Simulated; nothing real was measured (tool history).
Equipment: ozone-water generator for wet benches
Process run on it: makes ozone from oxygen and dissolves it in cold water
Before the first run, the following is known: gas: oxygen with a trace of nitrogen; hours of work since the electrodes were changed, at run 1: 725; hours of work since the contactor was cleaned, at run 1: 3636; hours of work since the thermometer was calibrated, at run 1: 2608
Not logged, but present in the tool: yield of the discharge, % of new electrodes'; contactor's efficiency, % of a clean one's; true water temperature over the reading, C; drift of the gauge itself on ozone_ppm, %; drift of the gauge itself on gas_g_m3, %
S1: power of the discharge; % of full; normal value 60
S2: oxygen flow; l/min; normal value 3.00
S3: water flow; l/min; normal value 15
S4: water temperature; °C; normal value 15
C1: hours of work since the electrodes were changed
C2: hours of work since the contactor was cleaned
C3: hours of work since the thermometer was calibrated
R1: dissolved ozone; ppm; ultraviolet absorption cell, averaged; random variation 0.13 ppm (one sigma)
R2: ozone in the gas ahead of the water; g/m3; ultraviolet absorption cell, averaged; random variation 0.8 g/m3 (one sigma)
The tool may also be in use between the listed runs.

run 1 hour=0.0 | S1=60 S2=3.00 S3=15 S4=15 | C1=725 C2=3636 C3=2608 | R1=12.5 R2=124.0
run 2 hour=51.8 | S1=60 S2=3.00 S3=15 S4=15 | C1=762 C2=3672 C3=2645 | R1=12.5 R2=123.4
run 3 hour=94.0 | S1=50 S2=3.00 S3=15 S4=15 | C1=792 C2=3702 C3=2675 | R1=10.5 R2=105.7
run 4 hour=128.8 | S1=50 S2=3.00 S3=15 S4=15 | C1=817 C2=3727 C3=2700 | R1=10.6 R2=104.0
-- hour=162.6 water thermometer calibrated
run 5 hour=168.0 | S1=50 S2=3.00 S3=15 S4=15 | C1=844 C2=3755 C3=4 | R1=10.2 R2=103.1
run 6 hour=203.1 | S1=50 S2=3.00 S3=15 S4=15 | C1=869 C2=3779 C3=29 | R1=10.6 R2=104.6
run 7 hour=263.0 | S1=60 S2=3.00 S3=15 S4=15 | C1=912 C2=3822 C3=71 | R1=12.4 R2=124.1
run 8 hour=304.5 | S1=60 S2=3.00 S3=15 S4=15 | C1=941 C2=3851 C3=101 | R1=12.4 R2=122.0
run 9 hour=330.2 | S1=60 S2=3.00 S3=15 S4=15 | C1=960 C2=3870 C3=119 | R1=12.4 R2=122.5
run 10 hour=379.7 | S1=77 S2=3.00 S3=15 S4=12 | C1=995 C2=3905 C3=154 | R1=16.1 R2=154.9
run 11 hour=411.2 | S1=60 S2=1.51 S3=22 S4=15 | C1=1017 C2=3927 C3=177 | R1=7.7 R2=189.3

Run 12 comes next. What will it give?
-- hour=439.1 water thermometer calibrated, once more
run 12 hour=466.8 | S1=44 S2=5.13 S3=15 S4=15 | C1=1056 C2=3966 C3=20 | R1=? R2=?

{"run 12": {"R1": 9.1, "R2": 66.7}}
On a tool with no hidden condition, and with the same random variation, this run would have come out at R1 9.4 ppm, R2 67.8 g/m3.
